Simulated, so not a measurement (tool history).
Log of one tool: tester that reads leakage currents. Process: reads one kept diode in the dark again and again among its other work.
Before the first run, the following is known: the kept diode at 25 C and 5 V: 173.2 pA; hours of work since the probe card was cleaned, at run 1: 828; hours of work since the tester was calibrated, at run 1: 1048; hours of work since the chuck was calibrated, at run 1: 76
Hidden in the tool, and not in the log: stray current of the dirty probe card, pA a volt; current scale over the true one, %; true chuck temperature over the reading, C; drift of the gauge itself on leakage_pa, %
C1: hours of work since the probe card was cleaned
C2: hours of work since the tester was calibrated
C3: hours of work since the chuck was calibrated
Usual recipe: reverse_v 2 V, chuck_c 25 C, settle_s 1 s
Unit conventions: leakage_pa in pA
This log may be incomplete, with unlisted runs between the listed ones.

run 1 hour=0 | reverse_v=2 chuck_c=25 settle_s=1 | C1=828 C2=1048 C3=76 | leakage_pa=103.73
run 2 hour=35.3 | reverse_v=2 chuck_c=25 settle_s=0.89 | C1=845 C2=1065 C3=93 | leakage_pa=104.23
run 3 hour=108.8 | reverse_v=2 chuck_c=25 settle_s=0.89 | C1=879 C2=1099 C3=127 | leakage_pa=104.07
run 4 hour=189 | reverse_v=2 chuck_c=25 settle_s=1 | C1=916 C2=1136 C3=164 | leakage_pa=103.52
run 5 hour=238.3 | reverse_v=2 chuck_c=25 settle_s=1 | C1=939 C2=1159 C3=187 | leakage_pa=104.08
run 6 hour=313 | reverse_v=2 chuck_c=25 settle_s=9.13 | C1=973 C2=1193 C3=221 | leakage_pa=103.45
run 7 hour=359.8 | reverse_v=2 chuck_c=25 settle_s=9.13 | C1=995 C2=1215 C3=243 | leakage_pa=103.22
run 8 hour=398.7 | reverse_v=2 chuck_c=25 settle_s=9.13 | C1=1013 C2=1233 C3=261 | leakage_pa=103.11
run 9 hour=476.5 | reverse_v=2 chuck_c=25 settle_s=4.5 | C1=1049 C2=1269 C3=297 | leakage_pa=103.29
run 10 hour=539.4 | reverse_v=2 chuck_c=25 settle_s=4.5 | C1=1078 C2=1298 C3=326 | leakage_pa=103.18
run 11 hour=599.2 | reverse_v=2 chuck_c=25 settle_s=1 | C1=1106 C2=1326 C3=354 | leakage_pa=103.32
run 12 hour=675.8 | reverse_v=2 chuck_c=25 settle_s=1.08 | C1=1141 C2=1361 C3=390 | leakage_pa=103.72
run 13 hour=723.2 | reverse_v=2 chuck_c=25 settle_s=1 | C1=1163 C2=1383 C3=412 | leakage_pa=103.24
run 14 hour=791.6 | reverse_v=2 chuck_c=25 settle_s=1 | C1=1195 C2=1415 C3=443 | leakage_pa=103.3
run 15 hour=827 | reverse_v=2 chuck_c=25 settle_s=1 | C1=1212 C2=1432 C3=460 | leakage_pa=102.96
run 16 hour=890.7 | reverse_v=2 chuck_c=25 settle_s=1 | C1=1241 C2=1461 C3=489 | leakage_pa=103.02
run 17 hour=939.3 | reverse_v=6.72 chuck_c=25 settle_s=1 | C1=1264 C2=1484 C3=512 | leakage_pa=204.35
run 18 hour=976 | reverse_v=2 chuck_c=25 settle_s=1 | C1=1281 C2=1501 C3=529 | leakage_pa=103.3
run 19 hour=1055.6 | reverse_v=2 chuck_c=25 settle_s=1 | C1=1318 C2=1538 C3=566 | leakage_pa=102.39
run 20 hour=1133.2 | reverse_v=2 chuck_c=25 settle_s=1 | C1=1353 C2=1573 C3=602 | leakage_pa=102.65
run 21 hour=1174.1 | reverse_v=9.15 chuck_c=53 settle_s=8.52 | C1=1372 C2=1592 C3=621 | leakage_pa=2829.96

Run 22 is up next; what results do you expect?
run 22 hour=1236.3 | reverse_v=9.15 chuck_c=53 settle_s=8.52 | C1=1401 C2=1621 C3=649 | leakage_pa=?

Logged for run 22: leakage_pa 2824.98 pA.
Were there no unlogged condition in the tool, this run, its random variation unchanged, would have produced leakage_pa 2893.42 pA.
